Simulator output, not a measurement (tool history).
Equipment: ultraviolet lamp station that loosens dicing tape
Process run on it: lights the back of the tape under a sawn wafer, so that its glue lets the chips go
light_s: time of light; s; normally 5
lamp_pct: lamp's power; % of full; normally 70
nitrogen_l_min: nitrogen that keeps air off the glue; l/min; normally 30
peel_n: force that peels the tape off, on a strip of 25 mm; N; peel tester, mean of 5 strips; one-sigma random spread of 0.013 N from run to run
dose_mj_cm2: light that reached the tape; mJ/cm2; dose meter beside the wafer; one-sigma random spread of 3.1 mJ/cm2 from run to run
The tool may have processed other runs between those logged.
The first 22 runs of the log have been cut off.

| run | hour | light_s | lamp_pct | nitrogen_l_min | hours of work of the lamp | hours of work since the window was cleaned | peel_n | dose_mj_cm2 |
|---|---|---|---|---|---|---|---|---|
| 23 | 1200.3 | 2 | 85 | 49 | 1100 | 165 | 3.214 | 154 |
| 24 | 1264.5 | 9 | 77 | 58 | 1138 | 203 | 0.208 | 601 |
| 25 | 1303.3 | 4 | 70 | 49 | 1161 | 226 | 1.736 | 246 |
| 26 | 1345.2 | 3 | 70 | 10 | 1185 | 251 | 4.41 | 185 |
| 27 | 1409.9 | 3 | 70 | 52 | 1223 | 289 | 2.746 | 174 |
| 28 | 1465.3 | 3 | 70 | 52 | 1256 | 322 | 2.76 | 170 |
| 29 | 1512.6 | 3 | 98 | 31 | 1284 | 349 | 2.279 | 235 |
| 30 | 1553.3 | 3 | 98 | 31 | 1308 | 373 | 2.299 | 231 |

4 ways to go on from here, each from the tool as it stands after run 30. What would each give?
|  | 1578.8 | lamp changed |
| A | 1620.9 | 3 | 77 | 29 | 25 | 413 | ? | ? |
|  | 1578.8 | lamp changed |
| B | 1620.9 | 5 | 77 | 18 | 25 | 413 | ? | ? |
|  | 1578.8 | lamp changed |
| C | 1620.9 | 7 | 85 | 9 | 25 | 413 | ? | ? |
|  | 1578.8 | lamp changed |
| D | 1620.9 | 6 | 70 | 50 | 25 | 413 | ? | ? |

| run | peel_n | dose_mj_cm2 |
|---|---|---|
| A | 1.745 | 285 |
| B | 0.978 | 480 |
| C | 0.678 | 734 |
| D | 0.345 | 521 |
Had the tool no hidden state, the same runs would have come out as:
| run | peel_n | dose_mj_cm2 |
|---|---|---|
| A | 1.483 | 315 |
| B | 0.788 | 530 |
| C | 0.533 | 812 |
| D | 0.268 | 575 |
